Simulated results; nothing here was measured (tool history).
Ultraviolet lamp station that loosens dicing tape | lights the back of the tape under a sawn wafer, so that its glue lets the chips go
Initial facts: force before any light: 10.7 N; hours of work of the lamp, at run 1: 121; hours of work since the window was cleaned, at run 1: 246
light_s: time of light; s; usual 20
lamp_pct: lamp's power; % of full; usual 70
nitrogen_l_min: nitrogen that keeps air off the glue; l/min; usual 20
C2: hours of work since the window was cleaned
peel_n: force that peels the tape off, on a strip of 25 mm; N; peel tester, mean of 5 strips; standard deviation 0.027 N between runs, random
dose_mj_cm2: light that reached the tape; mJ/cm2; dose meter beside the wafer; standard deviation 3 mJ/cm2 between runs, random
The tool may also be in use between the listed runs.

Run 1, hour 0.0: usual settings; hours of work of the lamp 121; C2 246. Result: peel_n 1.553 N, dose_mj_cm2 414 mJ/cm2.
Run 2, hour 9.5: usual settings; hours of work of the lamp 127; C2 253. Result: peel_n 1.579 N, dose_mj_cm2 410 mJ/cm2.
Run 3, hour 18.1: usual settings but light_s 11 s; hours of work of the lamp 133; C2 259. Result: peel_n 3.749 N, dose_mj_cm2 223 mJ/cm2.
Run 4, hour 23.8: usual settings but light_s 11 s; hours of work of the lamp 137; C2 263. Result: peel_n 3.632 N, dose_mj_cm2 223 mJ/cm2.
Run 5, hour 29.3: usual settings but light_s 11 s; hours of work of the lamp 141; C2 266. Result: peel_n 3.720 N, dose_mj_cm2 225 mJ/cm2.
Run 6, hour 35.4: usual settings but light_s 11 s; hours of work of the lamp 145; C2 271. Result: peel_n 3.691 N, dose_mj_cm2 226 mJ/cm2.
Run 7, hour 42.7: usual settings; hours of work of the lamp 150; C2 276. Result: peel_n 1.615 N, dose_mj_cm2 406 mJ/cm2.
Run 8, hour 48.5: usual settings but light_s 25 s; hours of work of the lamp 154; C2 279. Result: peel_n 1.095 N, dose_mj_cm2 509 mJ/cm2.
Run 9, hour 56.0: usual settings but light_s 25 s; hours of work of the lamp 159; C2 285. Result: peel_n 1.121 N, dose_mj_cm2 502 mJ/cm2.
Run 10, hour 62.6: usual settings but light_s 25 s; hours of work of the lamp 164; C2 289. Result: peel_n 1.111 N, dose_mj_cm2 503 mJ/cm2.
Run 11, hour 67.0: usual settings but nitrogen_l_min 33 l/min; hours of work of the lamp 167; C2 292. Result: peel_n 1.456 N, dose_mj_cm2 400 mJ/cm2.
At hour 68.4: window cleaned of glue's vapour.
Run 12, hour 72.7: usual settings but nitrogen_l_min 33 l/min; hours of work of the lamp 170; C2 3. Result: peel_n 1.492 N, dose_mj_cm2 392 mJ/cm2.
Run 13, hour 77.1: usual settings but nitrogen_l_min 33 l/min; hours of work of the lamp 173; C2 6. Result: peel_n 1.487 N, dose_mj_cm2 394 mJ/cm2.
Run 14, hour 85.0: usual settings but light_s 13 s, lamp_pct 75 % of full, nitrogen_l_min 28 l/min; hours of work of the lamp 179; C2 11. Result: peel_n 2.690 N, dose_mj_cm2 271 mJ/cm2.
Run 15, hour 93.0: usual settings but lamp_pct 81 % of full, nitrogen_l_min 16 l/min; hours of work of the lamp 184; C2 17. Result: peel_n 1.471 N, dose_mj_cm2 452 mJ/cm2.
Run 16, hour 101.2: usual settings but lamp_pct 81 % of full, nitrogen_l_min 16 l/min; hours of work of the lamp 190; C2 22. Result: peel_n 1.482 N, dose_mj_cm2 450 mJ/cm2.
At hour 103.7: window cleaned of glue's vapour, once more.
Run 17, hour 106.3: usual settings but light_s 13 s, lamp_pct 81 % of full, nitrogen_l_min 19 l/min; hours of work of the lamp 193; C2 2. Result: peel_n 2.343 N, dose_mj_cm2 327 mJ/cm2.
Run 18, hour 115.4: usual settings but light_s 13 s, lamp_pct 81 % of full, nitrogen_l_min 19 l/min; hours of work of the lamp 199; C2 8. Result: peel_n 2.331 N, dose_mj_cm2 318 mJ/cm2.
Run 19, hour 120.4: usual settings but light_s 13 s, lamp_pct 96 % of full, nitrogen_l_min 19 l/min; hours of work of the lamp 203; C2 11. Result: peel_n 1.845 N, dose_mj_cm2 387 mJ/cm2.
Run 20, hour 124.9: usual settings but light_s 13 s, lamp_pct 79 % of full, nitrogen_l_min 19 l/min; hours of work of the lamp 206; C2 15. Result: peel_n 2.521 N, dose_mj_cm2 315 mJ/cm2.
Run 21, hour 129.5: usual settings but light_s 13 s, lamp_pct 80 % of full; hours of work of the lamp 209; C2 18. Result: peel_n 2.463 N, dose_mj_cm2 322 mJ/cm2.
Run 22, hour 134.6: usual settings but light_s 17 s, lamp_pct 91 % of full, nitrogen_l_min 30 l/min; hours of work of the lamp 213; C2 21. Result: peel_n 1.063 N, dose_mj_cm2 470 mJ/cm2.

Selected run-to-run steps in peel_n, each split into two signed amounts: the part the tool would show with no hidden state at all (from settings, incoming material and random variation), and the remainder, which goes to the hidden state together with any gauge scatter not common to the measured and the hidden-state-free results:
What the log doesn't record here: lamp's light, % of a new lamp's; light that the window lets through, % of a clean one's; drift of the gauge itself on peel_n, %; drift of the gauge itself on dose_mj_cm2, %.
Run 2 -> 3: light_s 20 -> 11. peel_n +2.170 N: hidden state +0.144, all else +2.026.
Run 6 -> 7: light_s 11 -> 20. peel_n -2.076 N: hidden state -0.122, all else -1.954.
Run 13 -> 14: light_s 20 -> 13, lamp_pct 70 -> 75, nitrogen_l_min 33 -> 28. peel_n +1.203 N: hidden state +0.147, all else +1.056.
Run 16 -> 17: light_s 20 -> 13, nitrogen_l_min 16 -> 19, window cleaned of glue's vapour, once more. peel_n +0.861 N: hidden state -0.212, all else +1.073.
